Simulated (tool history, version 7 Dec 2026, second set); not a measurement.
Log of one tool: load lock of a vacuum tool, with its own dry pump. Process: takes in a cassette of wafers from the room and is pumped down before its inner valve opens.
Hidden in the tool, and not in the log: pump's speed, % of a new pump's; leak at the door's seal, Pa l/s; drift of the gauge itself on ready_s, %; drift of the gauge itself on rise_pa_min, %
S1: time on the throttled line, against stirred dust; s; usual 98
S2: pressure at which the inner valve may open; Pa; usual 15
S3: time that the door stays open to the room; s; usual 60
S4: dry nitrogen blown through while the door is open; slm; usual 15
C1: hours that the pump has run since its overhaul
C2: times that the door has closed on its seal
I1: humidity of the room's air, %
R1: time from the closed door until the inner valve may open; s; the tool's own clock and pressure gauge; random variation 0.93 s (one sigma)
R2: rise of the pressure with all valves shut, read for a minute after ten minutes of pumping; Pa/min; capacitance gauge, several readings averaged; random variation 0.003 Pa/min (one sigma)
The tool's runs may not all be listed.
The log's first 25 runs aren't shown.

run	hour	S1	S2	S3	S4	C1	C2	I1	R1	R2
26	5197.4	91	15	60	31	6672	24709	46.3	148.7	0.400
27	5378.4	91	15	60	31	6853	25011	42.5	147.8	0.396
28	5593.2	91	16	70	34	7068	25371	43.9	150.5	0.414
29	5769.1	85	11	71	34	7244	25665	46.9	148.8	0.419
30	5968.3	159	29	142	19	7443	25998	43.0	205.6	0.443
31	6099.5	159	29	142	19	7574	26217	44.0	206.7	0.461
32	6260.0	159	29	142	19	7735	26486	41.7	204.6	0.454
33	6472.8	159	29	142	19	7948	26842	43.1	206.8	0.473
34	6756.2	49	20	78	9	8231	27316	44.1	112.5	0.481
35	6881.8	49	20	219	9	8357	27526	44.7	113.1	0.499
36	7183.2	98	11	28	14	8658	28030	43.8	162.9	0.494
37	7326.3	98	13	30	8	8801	28269	44.4	159.7	0.504
38	7509.3	98	13	30	8	8984	28575	44.2	160.0	0.506

3 ways to go on from here, each from the tool as it stands after run 38. What would each give?
# hour 7611.5: dry pump taken out, an overhauled one fitted
A	7717.0	98	15	31	6	105	28912	44.9	?	?
# hour 7611.5: dry pump taken out, an overhauled one fitted
B	7717.0	98	27	30	6	105	28912	50.0	?	?
# hour 7611.5: dry pump taken out, an overhauled one fitted
C	7717.0	167	13	30	33	105	28912	45.0	?	?

run	R1	R2
A	147.2	0.516
B	143.6	0.511
C	210.4	0.503
Without the tool's hidden state the same runs would have given:
run	R1	R2
A	146.2	0.030
B	142.7	0.027
C	209.6	0.018
